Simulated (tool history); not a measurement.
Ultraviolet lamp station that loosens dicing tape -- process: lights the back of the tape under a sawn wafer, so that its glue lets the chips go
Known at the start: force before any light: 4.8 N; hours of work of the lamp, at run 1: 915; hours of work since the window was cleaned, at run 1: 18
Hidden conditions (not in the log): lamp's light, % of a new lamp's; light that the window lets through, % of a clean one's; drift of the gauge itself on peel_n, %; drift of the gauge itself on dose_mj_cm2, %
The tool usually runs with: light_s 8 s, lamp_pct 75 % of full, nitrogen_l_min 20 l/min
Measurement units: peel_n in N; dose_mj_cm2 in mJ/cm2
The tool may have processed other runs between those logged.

| run | day | light_s | lamp_pct | nitrogen_l_min | hours of work of the lamp | hours of work since the window was cleaned | peel_n | dose_mj_cm2 |
|---|---|---|---|---|---|---|---|---|
| 1 | 0 | 8 | 75 | 20 | 915 | 18 | 0.534 | 195 |
| 2 | 2.617 | 8 | 75 | 20 | 955 | 59 | 0.578 | 197 |
| 3 | 4.342 | 8 | 75 | 20 | 982 | 86 | 0.577 | 187 |
| 4 | 6.662 | 8 | 75 | 20 | 1019 | 122 | 0.607 | 184 |
| 5 | 8.683 | 8 | 75 | 20 | 1050 | 154 | 0.626 | 178 |
| 6 | 10.021 | 8 | 75 | 20 | 1071 | 175 | 0.623 | 180 |
| 7 | 12.054 | 8 | 75 | 20 | 1103 | 207 | 0.648 | 175 |
| 8 | 13.267 | 8 | 75 | 20 | 1122 | 226 | 0.674 | 170 |
| 9 | 14.529 | 8 | 75 | 20 | 1142 | 245 | 0.692 | 165 |
| 10 | 16.167 | 8 | 88 | 20 | 1167 | 271 | 0.535 | 198 |
| 11 | 18.321 | 8 | 88 | 20 | 1201 | 305 | 0.538 | 194 |
| 12 | 20.788 | 8 | 88 | 20 | 1239 | 343 | 0.568 | 189 |
| 13 | 23.304 | 8 | 75 | 20 | 1279 | 383 | 0.762 | 156 |
| 14 | 25.562 | 8 | 75 | 20 | 1314 | 418 | 0.846 | 154 |
|  | 26.179 | window cleaned of glue's vapour |
| 15 | 27.258 | 8 | 75 | 20 | 1340 | 17 | 0.939 | 138 |
| 16 | 29.371 | 8 | 75 | 20 | 1373 | 50 | 0.976 | 138 |
| 17 | 30.608 | 8 | 75 | 20 | 1393 | 69 | 0.988 | 132 |
| 18 | 33.042 | 8 | 75 | 20 | 1431 | 107 | 0.998 | 135 |
| 19 | 34.733 | 8 | 75 | 20 | 1457 | 134 | 1.021 | 129 |
|  | 36.442 | window cleaned of glue's vapour, once more |
| 20 | 37.254 | 8 | 75 | 20 | 1496 | 13 | 0.787 | 159 |
| 21 | 39.121 | 8 | 75 | 20 | 1525 | 42 | 0.795 | 156 |
| 22 | 41.479 | 13 | 71 | 13 | 1562 | 79 | 0.552 | 231 |
| 23 | 43.354 | 4 | 75 | 20 | 1592 | 108 | 1.99 | 77 |
| 24 | 44.658 | 9 | 85 | 16 | 1612 | 128 | 0.708 | 189 |
| 25 | 46.533 | 9 | 85 | 16 | 1641 | 158 | 0.704 | 184 |
| 26 | 48.983 | 6 | 67 | 16 | 1679 | 196 | 1.737 | 96 |
|  | 50.262 | lamp changed |
| 27 | 50.5 | 12 | 84 | 20 | 4 | 219 | 0.144 | 413 |
| 28 | 51.933 | 5 | 64 | 16 | 26 | 241 | 1.232 | 133 |
| 29 | 54.1 | 4 | 73 | 18 | 60 | 275 | 1.263 | 118 |
| 30 | 55.429 | 5 | 65 | 29 | 81 | 296 | 0.841 | 129 |
| 31 | 57.662 | 7 | 85 | 20 | 116 | 331 | 0.378 | 229 |
| 32 | 59.742 | 5 | 62 | 12 | 148 | 363 | 1.567 | 123 |
| 33 | 61.142 | 5 | 62 | 12 | 170 | 385 | 1.576 | 121 |
| 34 | 63.5 | 8 | 88 | 33 | 207 | 422 | 0.222 | 260 |
|  | 63.662 | window cleaned of glue's vapour |
| 35 | 64.842 | 8 | 88 | 33 | 228 | 18 | 0.202 | 287 |
| 36 | 66.112 | 8 | 88 | 33 | 247 | 38 | 0.195 | 280 |
| 37 | 67.288 | 7 | 67 | 18 | 266 | 57 | 0.638 | 190 |
| 38 | 69.517 | 7 | 64 | 12 | 301 | 92 | 0.935 | 173 |
| 39 | 71.604 | 16 | 75 | 20 | 333 | 124 | 0.134 | 455 |
| 40 | 73.025 | 11 | 68 | 7 | 355 | 146 | 0.637 | 279 |
| 41 | 75.117 | 11 | 68 | 7 | 388 | 179 | 0.646 | 277 |
| 42 | 77.708 | 11 | 68 | 7 | 429 | 220 | 0.678 | 274 |

Each row is a separate what-if for the run after 42, all from the same tool condition, not one after another. Results?
| A | 79.742 | 5 | 96 | 8 | 460 | 251 | ? | ? |
| B | 79.742 | 11 | 68 | 7 | 460 | 251 | ? | ? |
| C | 79.742 | 12 | 69 | 34 | 460 | 251 | ? | ? |
| D | 79.742 | 8 | 77 | 13 | 460 | 251 | ? | ? |

| run | peel_n | dose_mj_cm2 |
|---|---|---|
| A | 1.24 | 170 |
| B | 0.69 | 264 |
| C | 0.184 | 302 |
| D | 0.61 | 224 |
Had the tool no hidden state, the same runs would have come out as:
| run | peel_n | dose_mj_cm2 |
|---|---|---|
| A | 0.933 | 209 |
| B | 0.479 | 325 |
| C | 0.152 | 369 |
| D | 0.416 | 275 |
